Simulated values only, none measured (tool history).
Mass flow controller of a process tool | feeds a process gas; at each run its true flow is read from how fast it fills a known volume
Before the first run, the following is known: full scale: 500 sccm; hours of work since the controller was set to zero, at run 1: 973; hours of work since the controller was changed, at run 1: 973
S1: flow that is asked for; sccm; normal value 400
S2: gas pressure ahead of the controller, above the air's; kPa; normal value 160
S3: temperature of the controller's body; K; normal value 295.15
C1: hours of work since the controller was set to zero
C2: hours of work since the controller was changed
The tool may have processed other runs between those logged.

run 1 day=0.000 | S1=400 S2=160 S3=295.15 | C1=973 C2=973 | true_flow_(%)=99.30
run 2 day=1.617 | S1=400 S2=160 S3=295.15 | C1=987 C2=987 | true_flow_(%)=99.41
run 3 day=3.742 | S1=400 S2=160 S3=295.15 | C1=1005 C2=1005 | true_flow_(%)=99.64
run 4 day=5.962 | S1=297 S2=160 S3=295.15 | C1=1024 C2=1024 | true_flow_(%)=99.58
run 5 day=7.983 | S1=297 S2=160 S3=295.15 | C1=1041 C2=1041 | true_flow_(%)=99.76
run 6 day=9.721 | S1=400 S2=160 S3=295.15 | C1=1056 C2=1056 | true_flow_(%)=99.92
run 7 day=11.575 | S1=400 S2=160 S3=295.15 | C1=1072 C2=1072 | true_flow_(%)=100.04
run 8 day=14.400 | S1=400 S2=160 S3=295.15 | C1=1097 C2=1097 | true_flow_(%)=100.20
run 9 day=17.667 | S1=400 S2=155 S3=294.15 | C1=1125 C2=1125 | true_flow_(%)=100.20
run 10 day=19.292 | S1=313 S2=260 S3=302.15 | C1=1139 C2=1139 | true_flow_(%)=101.66
run 11 day=22.500 | S1=274 S2=156 S3=295.15 | C1=1166 C2=1166 | true_flow_(%)=100.64
run 12 day=24.704 | S1=261 S2=176 S3=302.15 | C1=1185 C2=1185 | true_flow_(%)=101.61
run 13 day=26.562 | S1=261 S2=176 S3=302.15 | C1=1201 C2=1201 | true_flow_(%)=101.72
run 14 day=29.404 | S1=261 S2=176 S3=302.15 | C1=1226 C2=1226 | true_flow_(%)=101.97
run 15 day=31.788 | S1=261 S2=176 S3=302.15 | C1=1246 C2=1246 | true_flow_(%)=102.05

Predict each of these 4 candidate next runs independently; none follows another, all start after run 15:
run A day=35.083 | S1=59 S2=176 S3=302.15 | C1=1274 C2=1274 | true_flow_(%)=?
run B day=35.083 | S1=223 S2=160 S3=295.15 | C1=1274 C2=1274 | true_flow_(%)=?
run C day=35.083 | S1=450 S2=160 S3=295.15 | C1=1274 C2=1274 | true_flow_(%)=?
run D day=35.083 | S1=52 S2=228 S3=298.15 | C1=1274 C2=1274 | true_flow_(%)=?

run=A true_flow_(%)=101.89
run=B true_flow_(%)=101.23
run=C true_flow_(%)=101.49
run=D true_flow_(%)=101.63
Stripped of hidden state, with their random variation kept, the same runs would have yielded:
run=A true_flow_(%)=99.78
run=B true_flow_(%)=99.13
run=C true_flow_(%)=99.37
run=D true_flow_(%)=99.53
